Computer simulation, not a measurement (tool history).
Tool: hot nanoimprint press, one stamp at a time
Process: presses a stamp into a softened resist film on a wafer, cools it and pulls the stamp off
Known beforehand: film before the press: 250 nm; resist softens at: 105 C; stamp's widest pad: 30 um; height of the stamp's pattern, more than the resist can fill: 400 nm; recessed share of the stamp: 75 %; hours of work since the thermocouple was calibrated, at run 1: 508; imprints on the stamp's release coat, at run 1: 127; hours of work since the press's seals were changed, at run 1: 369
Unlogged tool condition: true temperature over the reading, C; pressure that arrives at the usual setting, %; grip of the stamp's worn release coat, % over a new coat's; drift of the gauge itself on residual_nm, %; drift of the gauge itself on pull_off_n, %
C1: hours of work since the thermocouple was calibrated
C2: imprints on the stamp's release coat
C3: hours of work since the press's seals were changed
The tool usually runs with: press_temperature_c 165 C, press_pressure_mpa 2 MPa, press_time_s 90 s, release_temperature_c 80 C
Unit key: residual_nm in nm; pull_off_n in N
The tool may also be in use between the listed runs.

{"run": 1, "day": 0.0, "press_temperature_c": 165, "press_pressure_mpa": 2, "press_time_s": 90, "release_temperature_c": 80, "C1": 508, "C2": 127, "C3": 369, "residual_nm": 144.9, "pull_off_n": 216}
{"run": 2, "day": 0.696, "press_temperature_c": 165, "press_pressure_mpa": 2, "press_time_s": 90, "release_temperature_c": 70, "C1": 518, "C2": 160, "C3": 379, "residual_nm": 144.4, "pull_off_n": 244}
{"run": 3, "day": 1.121, "press_temperature_c": 165, "press_pressure_mpa": 2, "press_time_s": 90, "release_temperature_c": 70, "C1": 524, "C2": 181, "C3": 385, "residual_nm": 146.6, "pull_off_n": 252}
{"run": 4, "day": 1.496, "press_temperature_c": 165, "press_pressure_mpa": 2, "press_time_s": 90, "release_temperature_c": 70, "C1": 529, "C2": 198, "C3": 390, "residual_nm": 144.1, "pull_off_n": 253}
{"run": 5, "day": 2.021, "press_temperature_c": 165, "press_pressure_mpa": 2, "press_time_s": 165, "release_temperature_c": 80, "C1": 536, "C2": 223, "C3": 397, "residual_nm": 116.3, "pull_off_n": 220}
{"run": 6, "day": 2.333, "press_temperature_c": 165, "press_pressure_mpa": 2, "press_time_s": 165, "release_temperature_c": 80, "C1": 540, "C2": 238, "C3": 401, "residual_nm": 117.8, "pull_off_n": 221}
{"day": 2.9, "done": "plate thermocouple calibrated"}
{"run": 7, "day": 3.112, "press_temperature_c": 165, "press_pressure_mpa": 2, "press_time_s": 90, "release_temperature_c": 80, "C1": 3, "C2": 269, "C3": 410, "residual_nm": 144, "pull_off_n": 223}
{"run": 8, "day": 3.633, "press_temperature_c": 165, "press_pressure_mpa": 2, "press_time_s": 90, "release_temperature_c": 78, "C1": 10, "C2": 294, "C3": 417, "residual_nm": 143.6, "pull_off_n": 240}
{"run": 9, "day": 4.262, "press_temperature_c": 165, "press_pressure_mpa": 1.48, "press_time_s": 90, "release_temperature_c": 80, "C1": 19, "C2": 324, "C3": 426, "residual_nm": 159.2, "pull_off_n": 219}
{"run": 10, "day": 4.933, "press_temperature_c": 165, "press_pressure_mpa": 2, "press_time_s": 90, "release_temperature_c": 80, "C1": 28, "C2": 355, "C3": 435, "residual_nm": 144.4, "pull_off_n": 223}
{"run": 11, "day": 5.621, "press_temperature_c": 165, "press_pressure_mpa": 2, "press_time_s": 68, "release_temperature_c": 80, "C1": 37, "C2": 388, "C3": 444, "residual_nm": 157.1, "pull_off_n": 221}
{"run": 12, "day": 6.0, "press_temperature_c": 165, "press_pressure_mpa": 2, "press_time_s": 130, "release_temperature_c": 80, "C1": 42, "C2": 406, "C3": 450, "residual_nm": 127.3, "pull_off_n": 217}
{"run": 13, "day": 6.671, "press_temperature_c": 165, "press_pressure_mpa": 2, "press_time_s": 90, "release_temperature_c": 80, "C1": 51, "C2": 438, "C3": 459, "residual_nm": 144.2, "pull_off_n": 217}
{"run": 14, "day": 7.417, "press_temperature_c": 165, "press_pressure_mpa": 2, "press_time_s": 90, "release_temperature_c": 80, "C1": 62, "C2": 473, "C3": 469, "residual_nm": 143, "pull_off_n": 221}
{"run": 15, "day": 7.867, "press_temperature_c": 165, "press_pressure_mpa": 2, "press_time_s": 90, "release_temperature_c": 80, "C1": 68, "C2": 494, "C3": 475, "residual_nm": 142.2, "pull_off_n": 223}
{"run": 16, "day": 8.592, "press_temperature_c": 165, "press_pressure_mpa": 1.29, "press_time_s": 47, "release_temperature_c": 80, "C1": 78, "C2": 529, "C3": 485, "residual_nm": 195, "pull_off_n": 219}
{"run": 17, "day": 9.075, "press_temperature_c": 165, "press_pressure_mpa": 1.29, "press_time_s": 47, "release_temperature_c": 80, "C1": 84, "C2": 552, "C3": 491, "residual_nm": 191.5, "pull_off_n": 214}
{"run": 18, "day": 9.592, "press_temperature_c": 165, "press_pressure_mpa": 1.29, "press_time_s": 47, "release_temperature_c": 80, "C1": 91, "C2": 576, "C3": 498, "residual_nm": 195.6, "pull_off_n": 215}
{"run": 19, "day": 10.133, "press_temperature_c": 158, "press_pressure_mpa": 1.29, "press_time_s": 47, "release_temperature_c": 80, "C1": 99, "C2": 602, "C3": 506, "residual_nm": 221.5, "pull_off_n": 218}
{"run": 20, "day": 10.675, "press_temperature_c": 158, "press_pressure_mpa": 2.84, "press_time_s": 57, "release_temperature_c": 84, "C1": 106, "C2": 627, "C3": 513, "residual_nm": 183.5, "pull_off_n": 211}
{"run": 21, "day": 11.054, "press_temperature_c": 158, "press_pressure_mpa": 2.84, "press_time_s": 57, "release_temperature_c": 84, "C1": 111, "C2": 645, "C3": 518, "residual_nm": 184.6, "pull_off_n": 207}
{"run": 22, "day": 11.508, "press_temperature_c": 158, "press_pressure_mpa": 2.84, "press_time_s": 57, "release_temperature_c": 84, "C1": 117, "C2": 667, "C3": 525, "residual_nm": 182.8, "pull_off_n": 210}
{"run": 23, "day": 12.1, "press_temperature_c": 160, "press_pressure_mpa": 2, "press_time_s": 82, "release_temperature_c": 80, "C1": 125, "C2": 695, "C3": 533, "residual_nm": 174.1, "pull_off_n": 219}
{"run": 24, "day": 12.629, "press_temperature_c": 160, "press_pressure_mpa": 2, "press_time_s": 83, "release_temperature_c": 80, "C1": 133, "C2": 720, "C3": 540, "residual_nm": 173.9, "pull_off_n": 224}

For run 25, what comes out?
{"run": 25, "day": 13.204, "press_temperature_c": 175, "press_pressure_mpa": 1.61, "press_time_s": 108, "release_temperature_c": 80, "C1": 140, "C2": 747, "C3": 548, "residual_nm": "?", "pull_off_n": "?"}

residual_nm: 103.3 nm
pull_off_n: 223 N
Take away the tool's hidden state, keep the run-to-run variation as it was, and the same run would have given residual_nm 103.1 nm, pull_off_n 221 N.
